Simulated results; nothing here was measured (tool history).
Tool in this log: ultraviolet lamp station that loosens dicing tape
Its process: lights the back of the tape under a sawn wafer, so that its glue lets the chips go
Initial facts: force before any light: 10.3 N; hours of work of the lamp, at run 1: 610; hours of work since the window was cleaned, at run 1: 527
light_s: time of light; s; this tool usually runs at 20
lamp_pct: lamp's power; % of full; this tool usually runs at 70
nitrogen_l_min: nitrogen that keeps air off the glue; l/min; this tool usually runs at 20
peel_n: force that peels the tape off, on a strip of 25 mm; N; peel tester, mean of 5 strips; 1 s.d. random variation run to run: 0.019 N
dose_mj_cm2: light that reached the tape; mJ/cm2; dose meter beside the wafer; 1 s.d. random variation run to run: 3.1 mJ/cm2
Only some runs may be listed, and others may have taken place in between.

run,day,light_s,lamp_pct,nitrogen_l_min,hours of work of the lamp,hours of work since the window was cleaned,peel_n,dose_mj_cm2
1,0.000,20,70,20,610,527,1.812,346
2,0.804,20,95,20,622,539,0.990,467
3,1.567,27,70,20,634,550,0.985,466
4,2.450,27,70,20,647,564,1.024,462
5,2.933,34,70,20,654,571,0.591,567
6,3.733,34,70,20,666,583,0.613,568
7,4.388,34,70,20,676,593,0.601,561
8,5.308,34,70,20,689,606,0.645,561
9,6.262,20,70,20,704,621,1.948,323
10,7.138,20,70,20,717,634,1.996,324
# day 7.592: window cleaned of glue's vapour
11,7.629,20,70,20,724,1,1.555,371
12,8.325,20,70,20,734,11,1.578,371
13,9.204,20,63,20,747,24,1.992,334
14,10.000,20,63,20,759,36,1.953,328
15,10.979,20,63,20,774,51,1.903,324
16,11.875,20,70,20,787,64,1.691,351
17,12.742,20,70,20,800,77,1.668,359
18,13.571,20,95,20,812,89,0.921,474
19,14.125,14,74,12,821,98,3.333,260
20,14.950,14,74,12,833,110,3.480,257
21,15.533,10,84,36,842,119,2.853,210
22,16.433,20,71,7,855,132,3.243,349
23,16.854,20,71,7,861,138,3.251,351
24,17.362,13,71,29,869,146,2.693,226
25,18.279,13,71,29,883,160,2.732,225
26,19.088,20,98,25,895,172,0.797,473
27,19.538,20,98,25,901,178,0.791,466
28,20.317,20,70,10,913,190,2.849,335
29,20.938,12,63,6,922,199,5.728,176
30,21.812,12,63,6,935,212,5.897,178
31,22.512,12,63,6,946,223,5.758,179
32,23.204,12,63,6,956,233,5.906,177
33,24.117,24,65,15,970,247,2.015,358
34,24.850,24,65,15,981,258,2.042,352
35,25.504,15,70,23,991,267,2.791,238

Some steps in peel_n, run to run, broken into two amounts with sign: the step expected even without the hidden condition (settings, incoming material, random variation), and the rest, left for the hidden condition together with whatever gauge scatter is not in both the measured and the hidden-condition-free result:
Hidden conditions of the tool in this case: lamp's light, % of a new lamp's; light that the window lets through, % of a clean one's; drift of the gauge itself on peel_n, %; drift of the gauge itself on dose_mj_cm2, %.
Run 8 -> 9: light_s 34 -> 20. peel_n +1.303 N: hidden state +0.600, all else +0.703.
Run 18 -> 19: light_s 20 -> 14, lamp_pct 95 -> 74, nitrogen_l_min 20 -> 12. peel_n +2.412 N: hidden state +0.566, all else +1.846.
Run 25 -> 26: light_s 13 -> 20, lamp_pct 71 -> 98, nitrogen_l_min 29 -> 25. peel_n -1.935 N: hidden state -0.625, all else -1.310.
Run 27 -> 28: lamp_pct 98 -> 70, nitrogen_l_min 25 -> 10. peel_n +2.058 N: hidden state +0.711, all else +1.347.
Run 28 -> 29: light_s 20 -> 12, lamp_pct 70 -> 63, nitrogen_l_min 10 -> 6. peel_n +2.879 N: hidden state +0.054, all else +2.825.
Run 32 -> 33: light_s 12 -> 24, lamp_pct 63 -> 65, nitrogen_l_min 6 -> 15. peel_n -3.891 N: hidden state -0.266, all else -3.625.

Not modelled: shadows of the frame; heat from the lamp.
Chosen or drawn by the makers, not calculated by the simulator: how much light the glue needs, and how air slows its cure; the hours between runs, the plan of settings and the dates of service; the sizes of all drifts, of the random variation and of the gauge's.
